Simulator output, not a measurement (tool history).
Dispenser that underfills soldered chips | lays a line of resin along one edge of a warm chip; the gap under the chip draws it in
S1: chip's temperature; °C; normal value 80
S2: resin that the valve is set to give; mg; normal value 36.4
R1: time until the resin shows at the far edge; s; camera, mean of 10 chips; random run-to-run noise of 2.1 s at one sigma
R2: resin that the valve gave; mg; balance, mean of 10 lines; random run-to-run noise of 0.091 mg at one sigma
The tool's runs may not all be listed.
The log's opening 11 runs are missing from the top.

At hour 63.2: new syringe of resin.
Run 12, hour 65.3: usual settings but S2 39.0 mg. Result: R1 222.4 s, R2 38.14 mg.
Run 13, hour 72.1: usual settings but S2 39.0 mg. Result: R1 278.6 s, R2 38.24 mg.
At hour 75.7: new syringe of resin.
Run 14, hour 77.9: usual settings but S2 39.0 mg. Result: R1 222.0 s, R2 37.88 mg.
Run 15, hour 85.6: usual settings but S1 88 °C, S2 39.0 mg. Result: R1 209.0 s, R2 37.72 mg.
At hour 88.3: new syringe of resin.
Run 16, hour 91.8: usual settings but S1 88 °C, S2 39.0 mg. Result: R1 170.1 s, R2 37.70 mg.
Run 17, hour 96.0: usual settings but S1 88 °C, S2 39.0 mg. Result: R1 195.9 s, R2 37.53 mg.
At hour 101.1: new syringe of resin.
Run 18, hour 102.4: usual settings but S2 30.9 mg. Result: R1 237.1 s, R2 29.63 mg.
At hour 109.9: dispensing valve cleaned and set on the balance.
Run 19, hour 111.4: usual settings but S1 70 °C, S2 37.8 mg. Result: R1 420.5 s, R2 37.75 mg.
At hour 114.8: new syringe of resin.
Run 20, hour 115.6: usual settings but S1 82 °C, S2 35.4 mg. Result: R1 201.7 s, R2 35.45 mg.
Run 21, hour 123.1: usual settings but S1 72 °C. Result: R1 375.3 s, R2 36.29 mg.
At hour 127.9: new syringe of resin.
Run 22, hour 130.7: usual settings but S1 67 °C, S2 44.7 mg. Result: R1 371.3 s, R2 44.09 mg.
Run 23, hour 134.6: usual settings but S1 70 °C, S2 35.4 mg. Result: R1 385.5 s, R2 34.89 mg.
Run 24, hour 138.8: usual settings but S1 75 °C, S2 39.0 mg. Result: R1 361.5 s, R2 38.42 mg.
At hour 140.4: new syringe of resin.
Run 25, hour 144.7: usual settings but S1 95 °C, S2 34.6 mg. Result: R1 139.2 s, R2 33.76 mg.
Run 26, hour 151.3: usual settings but S1 81 °C, S2 44.7 mg. Result: R1 281.4 s, R2 43.59 mg.
At hour 153.3: new syringe of resin.
Run 27, hour 155.6: usual settings but S1 81 °C, S2 33.1 mg. Result: R1 216.2 s, R2 32.24 mg.
Run 28, hour 160.0: usual settings but S1 77 °C, S2 33.3 mg. Result: R1 299.7 s, R2 32.42 mg.
At hour 165.8: new syringe of resin.
Run 29, hour 166.8: usual settings but S1 70 °C, S2 44.1 mg. Result: R1 308.4 s, R2 42.63 mg.
Run 30, hour 170.4: usual settings but S1 87 °C, S2 46.8 mg. Result: R1 181.7 s, R2 45.06 mg.
At hour 175.6: stage's temperature calibrated.
At hour 179.3: new syringe of resin.
Run 31, hour 179.6: usual settings but S1 74 °C, S2 35.4 mg. Result: R1 283.3 s, R2 33.91 mg.
At hour 187.4: dispensing valve cleaned and set on the balance.
Run 32, hour 188.6: usual settings but S1 82 °C, S2 32.0 mg. Result: R1 269.1 s, R2 32.05 mg.
At hour 193.2: new syringe of resin.
Run 33, hour 194.9: usual settings but S2 32.2 mg. Result: R1 230.2 s, R2 32.09 mg.
Run 34, hour 203.0: usual settings but S1 95 °C, S2 35.3 mg. Result: R1 171.3 s, R2 34.84 mg.
At hour 205.7: new syringe of resin.
Run 35, hour 210.2: usual settings but S1 67 °C, S2 35.3 mg. Result: R1 426.3 s, R2 34.92 mg.

4 options for the next run, each taken on its own from the tool as it stands now. Forecast them:
Run A, hour 217.6: usual settings but S1 94 °C, S2 37.8 mg. Result: R1 ?, R2 ?.
Run B, hour 217.6: usual settings but S1 83 °C, S2 35.3 mg. Result: R1 ?, R2 ?.
Run C, hour 217.6: usual settings but S1 94 °C, S2 38.2 mg. Result: R1 ?, R2 ?.
Run D, hour 217.6: usual settings but S1 88 °C, S2 44.5 mg. Result: R1 ?, R2 ?.

run     R1     R2
  A  185.3  37.17
  B  288.7  34.71
  C  186.1  37.65
  D  225.7  43.89
The same runs, with their run-to-run variation unchanged, on a tool lacking any hidden condition would have given:
run     R1     R2
  A  122.4  37.83
  B  190.1  35.33
  C  122.6  38.32
  D  149.4  44.68
